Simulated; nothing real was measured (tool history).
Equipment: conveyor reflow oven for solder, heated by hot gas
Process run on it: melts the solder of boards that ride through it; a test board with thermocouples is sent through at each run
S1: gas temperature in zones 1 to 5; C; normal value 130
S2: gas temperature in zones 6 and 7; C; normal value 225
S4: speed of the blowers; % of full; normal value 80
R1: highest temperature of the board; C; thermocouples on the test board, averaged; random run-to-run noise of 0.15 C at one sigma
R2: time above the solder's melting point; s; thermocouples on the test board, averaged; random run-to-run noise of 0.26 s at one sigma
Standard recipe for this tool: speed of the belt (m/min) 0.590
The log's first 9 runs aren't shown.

{"run": 10, "hour": 121.0, "S1": 130, "S2": 238, "speed of the belt (m/min)": 0.59, "S4": 80, "R1": 222.4, "R2": 54.5}
{"run": 11, "hour": 135.8, "S1": 130, "S2": 238, "speed of the belt (m/min)": 0.59, "S4": 80, "R1": 222.6, "R2": 54.4}
{"run": 12, "hour": 149.3, "S1": 130, "S2": 238, "speed of the belt (m/min)": 0.59, "S4": 80, "R1": 222.5, "R2": 54.9}
{"run": 13, "hour": 162.6, "S1": 130, "S2": 225, "speed of the belt (m/min)": 0.59, "S4": 80, "R1": 211.0, "R2": 46.9}
{"run": 14, "hour": 171.6, "S1": 130, "S2": 225, "speed of the belt (m/min)": 0.59, "S4": 80, "R1": 211.0, "R2": 47.3}
{"run": 15, "hour": 188.3, "S1": 130, "S2": 225, "speed of the belt (m/min)": 0.66, "S4": 80, "R1": 207.6, "R2": 38.4}
{"run": 16, "hour": 197.8, "S1": 128, "S2": 225, "speed of the belt (m/min)": 0.59, "S4": 80, "R1": 210.4, "R2": 45.8}
{"run": 17, "hour": 208.7, "S1": 128, "S2": 225, "speed of the belt (m/min)": 0.59, "S4": 80, "R1": 210.5, "R2": 46.4}
{"run": 18, "hour": 222.9, "S1": 116, "S2": 225, "speed of the belt (m/min)": 0.59, "S4": 80, "R1": 208.5, "R2": 40.6}
{"run": 19, "hour": 233.1, "S1": 130, "S2": 225, "speed of the belt (m/min)": 0.556, "S4": 80, "R1": 212.7, "R2": 51.1}
{"run": 20, "hour": 243.7, "S1": 132, "S2": 225, "speed of the belt (m/min)": 0.59, "S4": 80, "R1": 211.0, "R2": 46.8}
{"run": 21, "hour": 251.9, "S1": 132, "S2": 217, "speed of the belt (m/min)": 0.59, "S4": 83, "R1": 204.9, "R2": 41.3}
{"run": 22, "hour": 265.8, "S1": 132, "S2": 217, "speed of the belt (m/min)": 0.59, "S4": 83, "R1": 204.8, "R2": 41.6}
{"run": 23, "hour": 274.1, "S1": 132, "S2": 217, "speed of the belt (m/min)": 0.59, "S4": 83, "R1": 204.5, "R2": 41.5}
{"run": 24, "hour": 283.2, "S1": 132, "S2": 217, "speed of the belt (m/min)": 0.59, "S4": 83, "R1": 204.5, "R2": 41.7}
{"run": 25, "hour": 301.9, "S1": 130, "S2": 220, "speed of the belt (m/min)": 0.59, "S4": 80, "R1": 206.1, "R2": 42.0}
{"run": 26, "hour": 316.2, "S1": 116, "S2": 236, "speed of the belt (m/min)": 0.472, "S4": 67, "R1": 222.2, "R2": 64.4}
{"run": 27, "hour": 331.6, "S1": 116, "S2": 236, "speed of the belt (m/min)": 0.472, "S4": 67, "R1": 222.3, "R2": 64.3}
{"hour": 338.0, "done": "flux residue cleaned out of gas plates and filters"}
{"run": 28, "hour": 347.6, "S1": 116, "S2": 236, "speed of the belt (m/min)": 0.472, "S4": 51, "R1": 218.1, "R2": 60.5}
{"run": 29, "hour": 362.2, "S1": 126, "S2": 236, "speed of the belt (m/min)": 0.484, "S4": 71, "R1": 224.9, "R2": 68.5}
{"run": 30, "hour": 372.3, "S1": 131, "S2": 218, "speed of the belt (m/min)": 0.633, "S4": 52, "R1": 195.8, "R2": 24.8}
{"run": 31, "hour": 381.5, "S1": 131, "S2": 218, "speed of the belt (m/min)": 0.493, "S4": 52, "R1": 204.0, "R2": 48.0}

3 options for the next run, each taken on its own from the tool as it stands now. Forecast them:
{"run": "A", "hour": 390.0, "S1": 131, "S2": 218, "speed of the belt (m/min)": 0.493, "S4": 70, "R1": "?", "R2": "?"}
{"run": "B", "hour": 390.0, "S1": 131, "S2": 233, "speed of the belt (m/min)": 0.63, "S4": 73, "R1": "?", "R2": "?"}
{"run": "C", "hour": 390.0, "S1": 130, "S2": 218, "speed of the belt (m/min)": 0.519, "S4": 57, "R1": "?", "R2": "?"}

run=A R1=208.3 R2=55.6
run=B R1=215.3 R2=46.5
run=C R1=203.9 R2=44.9
The same runs, with their run-to-run variation unchanged, on a tool lacking any hidden condition would have given:
run=A R1=207.5 R2=54.3
run=B R1=214.6 R2=45.7
run=C R1=203.1 R2=43.6
